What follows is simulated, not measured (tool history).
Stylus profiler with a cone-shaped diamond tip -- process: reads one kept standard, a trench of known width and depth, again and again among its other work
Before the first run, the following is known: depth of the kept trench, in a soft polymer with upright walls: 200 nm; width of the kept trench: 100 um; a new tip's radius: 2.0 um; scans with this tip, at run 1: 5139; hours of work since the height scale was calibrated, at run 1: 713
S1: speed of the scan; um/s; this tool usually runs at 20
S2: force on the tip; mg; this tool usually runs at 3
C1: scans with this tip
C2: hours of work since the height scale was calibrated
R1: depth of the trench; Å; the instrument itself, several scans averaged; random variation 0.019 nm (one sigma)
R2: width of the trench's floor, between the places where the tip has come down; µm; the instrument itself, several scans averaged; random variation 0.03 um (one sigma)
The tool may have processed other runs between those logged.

run,day,S1,S2,C1,C2,R1,R2
1,0,20,3,5139,713,2024.1,97.86
2,0.704,52,3,5228,725,2024,97.69
3,1.346,13,3,5309,737,2023.9,97.91
4,1.946,13,3,5385,747,2024,97.91
5,2.492,13,3,5453,757,2023.8,97.92
6,3.458,13,3,5575,774,2024,97.83
7,3.925,15,3,5634,782,2023.7,97.92
8,4.825,15,3,5747,797,2023.5,97.84
9,5.8,20,3,5870,814,2023.5,97.86
10,6.558,20,3,5966,828,2023.8,97.82
11,7.6,20,3,6098,846,2023.6,97.81
12,8.671,20,3,6233,865,2023.4,97.83
13,9.575,20,3,6347,881,2023.5,97.82
14,10.029,20,3,6404,889,2023.2,97.84
15,10.867,15,3,6510,903,2023.4,97.83
16,11.488,6,1.44,6588,914,2013.1,97.86
17,12.45,9,3,6709,931,2023.4,97.85

Estimate the outcome of run 18 from the log above:
18,13.1,28,7.4,6791,942,?,?

R1: 2044.6 Å
R2: 97.76 µm
Take away the tool's hidden state, keep the run-to-run variation as it was, and the same run would have given R1 2047.3 Å, R2 98.1 µm.
